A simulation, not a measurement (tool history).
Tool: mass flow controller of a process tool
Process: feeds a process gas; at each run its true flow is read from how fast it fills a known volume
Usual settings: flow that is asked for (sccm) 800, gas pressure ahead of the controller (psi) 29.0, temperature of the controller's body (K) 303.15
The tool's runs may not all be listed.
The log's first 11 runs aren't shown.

run    hour  flow that is asked for (sccm)  gas pressure ahead of the controller (psi)  temperature of the controller's body (K)  hours of work since the controller was set to zero  hours of work since the controller was changed  true flow (%)
 12  2995.6                            800                                        22.9                                    303.15                                                3011                                            3011         100.95
 13  3298.1                            800                                        22.9                                    303.15                                                3133                                            3133         100.87
 14  3588.8                            800                                        22.9                                    303.15                                                3251                                            3251         101.02
 15  3881.6                            800                                        29.0                                    303.15                                                3369                                            3369         100.89
 16  4145.8                            800                                        29.0                                    303.15                                                3475                                            3475         100.96
 17  4366.5                            715                                        29.0                                    303.15                                                3564                                            3564         100.80
 18  4641.7                            800                                        33.4                                    303.15                                                3676                                            3676         100.88
 19  4870.8                            800                                        33.4                                    296.15                                                3768                                            3768         101.67
 20  5046.3                            379                                        33.4                                    311.15                                                3839                                            3839          98.86
 21  5280.6                            379                                        33.4                                    298.15                                                3933                                            3933         100.41
 22  5562.7                            800                                        20.7                                    298.15                                                4047                                            4047         101.96
 23  5890.1                            128                                        24.8                                    299.15                                                4179                                            4179          97.72
 24  6261.3                            128                                        24.8                                    299.15                                                4329                                            4329          97.58
 25  6624.5                            128                                        24.8                                    299.15                                                4476                                            4476          97.57
 26  6812.9                            128                                        24.8                                    299.15                                                4552                                            4552          97.57
 27  7011.9                            102                                        24.8                                    301.15                                                4632                                            4632          96.12
 28  7353.2                            102                                        24.8                                    306.15                                                4770                                            4770          95.42
 29  7610.9                            148                                        23.5                                    303.15                                                4874                                            4874          97.92
 30  7952.5                            690                                        27.6                                    305.15                                                5012                                            5012         101.16
 31  8333.2                            800                                        22.5                                    306.15                                                5165                                            5165         101.58
 32  8487.3                            367                                        31.6                                    309.15                                                5227                                            5227          99.40
 33  8833.8                            195                                        38.7                                    298.15                                                5367                                            5367          98.77
     9006.6  -- controller exchanged for a calibrated one
 34  9035.4                            715                                        38.7                                    294.15                                                  12                                              12          99.67
 35  9389.0                            715                                        38.7                                    294.15                                                 154                                             154          99.80

Forecast each of these 5 alternatives for the next run:
  A  9693.7                            688                                        31.3                                    310.15                                                 277                                             277              ?
  B  9693.7                            800                                        35.4                                    301.15                                                 277                                             277              ?
  C  9693.7                            715                                        21.2                                    294.15                                                 277                                             277              ?
  D  9693.7                            696                                        20.9                                    311.15                                                 277                                             277              ?
  E  9693.7                            236                                        23.9                                    309.15                                                 277                                             277              ?

run  true flow (%)
  A          98.46
  B          99.29
  C         100.39
  D          98.55
  E          98.12
Without the tool's hidden state the same runs would have given:
run  true flow (%)
  A          98.39
  B          99.21
  C         100.32
  D          98.48
  E          98.20
